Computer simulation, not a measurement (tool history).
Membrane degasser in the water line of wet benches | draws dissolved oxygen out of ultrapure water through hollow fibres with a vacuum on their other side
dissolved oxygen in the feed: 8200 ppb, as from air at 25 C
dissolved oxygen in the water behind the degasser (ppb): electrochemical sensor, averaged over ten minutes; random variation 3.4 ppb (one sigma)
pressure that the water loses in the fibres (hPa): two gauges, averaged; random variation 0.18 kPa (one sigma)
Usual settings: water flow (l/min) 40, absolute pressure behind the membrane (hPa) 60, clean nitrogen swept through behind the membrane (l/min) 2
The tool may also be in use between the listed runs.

run     day  water flow (l/min)  absolute pressure behind the membrane (hPa)  clean nitrogen swept through behind the membrane (l/min)  dissolved oxygen in the water behind the degasser (ppb)  pressure that the water loses in the fibres (hPa)
  1       0                  40                                           60                                                         2                                                    342.7                                              447.2
  2   1.992                  40                                           60                                                         2                                                      338                                              446.6
  3   5.588                  40                                           60                                                         2                                                      340                                              446.4
  4   7.617                  40                                           60                                                         2                                                    337.4                                              446.5
  5   9.417                  33                                           60                                                         2                                                    224.6                                              367.6
  6  13.112                  40                                           60                                                         2                                                      347                                              448.6
  7  17.179                  39                                           60                                                         2                                                    322.7                                              435.5
  8  19.779                  39                                           60                                                         2                                                    324.5                                              433.4
  9    23.5                  39                                           60                                                         2                                                    321.4                                              434.2
 10  26.354                  39                                           60                                                         2                                                    322.1                                              432.5
 11  29.033                  55                                           60                                                         2                                                    642.5                                              611.3
 12  32.067                  43                                           60                                                         2                                                    396.3                                              477.4
 13  35.188                  43                                           60                                                         2                                                    400.6                                              480.5
 14  38.242                  43                                           60                                                         2                                                    398.9                                              484.3
 15  40.925                  43                                           60                                                         2                                                    389.8                                              477.9
 16  43.804                  43                                           60                                                         2                                                    399.9                                              480.6
 17  47.212                  61                                         51.5                                                         1                                                    795.9                                              679.4
 18  49.083                  25                                         58.6                                                      1.13                                                    172.8                                              279.4
 19  50.817                  40                                           60                                                       2.4                                                    323.9                                              443.9
 20  54.133                  40                                           60                                                       2.4                                                    333.3                                              446.5
 21  57.433                  40                                           60                                                       2.4                                                    325.1                                              441.9
 22  60.996                  30                                         59.5                                                      5.99                                                    123.6                                              335.1
 23  63.746                  30                                         59.5                                                      5.99                                                    122.1                                              334.9
 24  66.792                  46                                           60                                                      1.63                                                    477.4                                              511.5
 25  69.279                  46                                           60                                                      1.63                                                    482.4                                                513
 26  71.646                  46                                           60                                                      1.63                                                      477                                              511.9
 27  75.104                  46                                           60                                                      1.63                                                      475                                              512.1
 28  78.921                  57                                        145.8                                                      1.63                                                   1208.1                                              637.6
 29    81.7                  40                                         43.2                                                      1.45                                                    288.7                                              444.4
 30  83.858                  25                                           56                                                      4.73                                                     75.3                                              280.2
 31  87.342                  34                                           41                                                      2.95                                                    159.7                                              378.7

Forecast each of these 3 alternatives for the next run:
  A  90.462                  34                                          104                                                      2.15                                                        ?                                                  ?
  B  90.462                  50                                         37.8                                                      1.54                                                        ?                                                  ?
  C  90.462                  40                                         64.4                                                         2                                                        ?                                                  ?

run  dissolved oxygen in the water behind the degasser (ppb)  pressure that the water loses in the fibres (hPa)
  A                                                    376.6                                              380.9
  B                                                    435.3                                                558
  C                                                      363                                              448.6
Without the tool's hidden state the same runs would have given:
run  dissolved oxygen in the water behind the degasser (ppb)  pressure that the water loses in the fibres (hPa)
  A                                                    376.3                                              380.9
  B                                                    434.8                                              557.9
  C                                                    362.7                                              448.5

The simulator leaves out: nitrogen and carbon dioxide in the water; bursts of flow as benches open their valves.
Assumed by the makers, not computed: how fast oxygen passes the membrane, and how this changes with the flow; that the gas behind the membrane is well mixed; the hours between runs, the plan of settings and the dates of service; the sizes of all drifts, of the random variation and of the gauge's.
